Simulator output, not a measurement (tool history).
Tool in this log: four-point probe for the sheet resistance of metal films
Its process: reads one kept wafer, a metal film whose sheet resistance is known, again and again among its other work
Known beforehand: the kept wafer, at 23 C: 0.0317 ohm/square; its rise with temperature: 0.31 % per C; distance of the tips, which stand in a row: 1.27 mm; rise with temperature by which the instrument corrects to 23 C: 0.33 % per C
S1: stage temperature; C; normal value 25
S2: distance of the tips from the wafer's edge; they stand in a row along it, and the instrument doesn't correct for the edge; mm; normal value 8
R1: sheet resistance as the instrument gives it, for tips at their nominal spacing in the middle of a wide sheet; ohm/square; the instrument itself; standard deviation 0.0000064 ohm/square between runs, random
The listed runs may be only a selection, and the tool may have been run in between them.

run      day  S1  S2        R1
  1        0  25   8  0.032193
  2    3.083  28   8  0.032187
  3    6.604  28   8  0.032181
  4    9.267  28   8  0.032171
  5   13.721  21   8  0.032225
  6   15.696  30   8  0.032174
  7   18.171  30   8  0.032187
  8   21.625  23   8  0.032213
  9   23.796  23   8  0.032219
 10   25.712  25   8  0.032211
 11   29.892  25  11  0.032016
 12   32.167  25   8  0.032217
 13   34.354  25   8  0.032216
 14   37.388  25   7  0.032359
 15   39.262  25   8   0.03221
 16   41.396  25   8  0.032248
 17   43.275  25   8   0.03223
 18    45.55  21   8  0.032246
 19   49.488  21   8  0.032251
 20     51.4  21   8  0.032267
 21   55.104  25   8  0.032252
      56.938  -- stage's thermometer calibrated
 22   58.517  25   8  0.032365
 23   60.479  25   8  0.032368
 24     64.8  28  27  0.031959
 25   67.338  19  42  0.031993
 26   70.733  19  42  0.032002
 27   74.154  29   8  0.032356
 28    77.85  27  31  0.031972
 29   80.746  27  31  0.031969
 30   83.679  22  31  0.032009
 31   86.733  27  27  0.031989
 32   90.625  18  47  0.032017
 33   92.579  33  14  0.032062
 34   94.767  21   3  0.034775
 35   97.946  27   6  0.032724
 36  102.304  19  46  0.032028
 37  105.275  19  46  0.032036
 38  108.229  22   6  0.032749
 39  112.267  23  28  0.032038
 40  114.188  23  28  0.032045
 41  117.671  26  35  0.032011
 42  121.821  26  35  0.032025
 43  124.533  32  17  0.032044
 44  127.308  32  17  0.032058

Consider 5 possible next runs. They are alternatives, not a sequence: every one starts from the tool as it was left by run 44. What does each give?
  A  131.329  21  13   ?
  B  131.329  25  17   ?
  C  131.329  23  43   ?
  D  131.329  27   8   ?
  E  131.329  32  17   ?

run        R1
  A  0.032195
  B  0.032106
  C   0.03203
  D  0.032424
  E  0.032066
Without the tool's hidden state the same runs would have given:
run        R1
  A  0.031875
  B  0.031787
  C  0.031712
  D  0.032101
  E  0.031746
